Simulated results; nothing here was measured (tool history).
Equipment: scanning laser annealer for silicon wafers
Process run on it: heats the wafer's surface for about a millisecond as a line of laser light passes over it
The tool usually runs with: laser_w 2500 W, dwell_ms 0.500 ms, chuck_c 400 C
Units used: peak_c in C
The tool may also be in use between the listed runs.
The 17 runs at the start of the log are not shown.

{"run": 18, "hour": 1167.2, "laser_w": 2500, "dwell_ms": 0.5, "chuck_c": 400, "peak_c": 1209}
{"run": 19, "hour": 1215.5, "laser_w": 2343, "dwell_ms": 0.5, "chuck_c": 400, "peak_c": 1147}
{"run": 20, "hour": 1258.7, "laser_w": 2343, "dwell_ms": 0.5, "chuck_c": 400, "peak_c": 1146}
{"run": 21, "hour": 1302.3, "laser_w": 2341, "dwell_ms": 0.5, "chuck_c": 383, "peak_c": 1131}
{"run": 22, "hour": 1369.7, "laser_w": 2341, "dwell_ms": 0.374, "chuck_c": 367, "peak_c": 1023}
{"run": 23, "hour": 1416.9, "laser_w": 2688, "dwell_ms": 0.5, "chuck_c": 372, "peak_c": 1260}
{"run": 24, "hour": 1508.1, "laser_w": 2500, "dwell_ms": 0.5, "chuck_c": 424, "peak_c": 1238}
{"run": 25, "hour": 1592.3, "laser_w": 2500, "dwell_ms": 0.5, "chuck_c": 424, "peak_c": 1234}
{"run": 26, "hour": 1663.1, "laser_w": 2657, "dwell_ms": 0.5, "chuck_c": 371, "peak_c": 1247}
{"run": 27, "hour": 1743.3, "laser_w": 2712, "dwell_ms": 0.353, "chuck_c": 371, "peak_c": 1146}
{"hour": 1769.6, "done": "window over the wafer cleaned"}
{"run": 28, "hour": 1793.4, "laser_w": 2692, "dwell_ms": 0.353, "chuck_c": 371, "peak_c": 1140}
{"run": 29, "hour": 1853.0, "laser_w": 2530, "dwell_ms": 0.53, "chuck_c": 400, "peak_c": 1244}
{"run": 30, "hour": 1918.4, "laser_w": 2212, "dwell_ms": 0.353, "chuck_c": 372, "peak_c": 969}
{"run": 31, "hour": 2001.8, "laser_w": 2389, "dwell_ms": 0.353, "chuck_c": 388, "peak_c": 1044}
{"run": 32, "hour": 2067.6, "laser_w": 2500, "dwell_ms": 0.462, "chuck_c": 400, "peak_c": 1185}
{"run": 33, "hour": 2122.6, "laser_w": 2500, "dwell_ms": 0.4, "chuck_c": 400, "peak_c": 1138}
{"hour": 2188.0, "done": "optics aligned, line set to its width"}
{"run": 34, "hour": 2200.0, "laser_w": 2500, "dwell_ms": 0.451, "chuck_c": 407, "peak_c": 1186}
{"run": 35, "hour": 2279.9, "laser_w": 2500, "dwell_ms": 0.523, "chuck_c": 400, "peak_c": 1226}
{"run": 36, "hour": 2322.1, "laser_w": 2500, "dwell_ms": 0.511, "chuck_c": 420, "peak_c": 1238}
{"run": 37, "hour": 2379.0, "laser_w": 2500, "dwell_ms": 0.511, "chuck_c": 420, "peak_c": 1236}
{"run": 38, "hour": 2442.1, "laser_w": 2500, "dwell_ms": 0.511, "chuck_c": 420, "peak_c": 1239}
{"run": 39, "hour": 2526.7, "laser_w": 2575, "dwell_ms": 0.467, "chuck_c": 415, "peak_c": 1228}
{"run": 40, "hour": 2568.7, "laser_w": 2560, "dwell_ms": 0.394, "chuck_c": 415, "peak_c": 1168}

Below are 4 alternative next runs, each starting from the tool's condition after run 40. Predict each:
{"run": "A", "hour": 2626.5, "laser_w": 2595, "dwell_ms": 0.5, "chuck_c": 389, "peak_c": "?"}
{"run": "B", "hour": 2626.5, "laser_w": 2500, "dwell_ms": 0.41, "chuck_c": 424, "peak_c": "?"}
{"run": "C", "hour": 2626.5, "laser_w": 2574, "dwell_ms": 0.574, "chuck_c": 404, "peak_c": "?"}
{"run": "D", "hour": 2626.5, "laser_w": 2500, "dwell_ms": 0.369, "chuck_c": 400, "peak_c": "?"}

run=A peak_c=1237
run=B peak_c=1169
run=C peak_c=1293
run=D peak_c=1114
Stripped of hidden state, with their random variation kept, the same runs would have yielded:
run=A peak_c=1238
run=B peak_c=1169
run=C peak_c=1294
run=D peak_c=1114
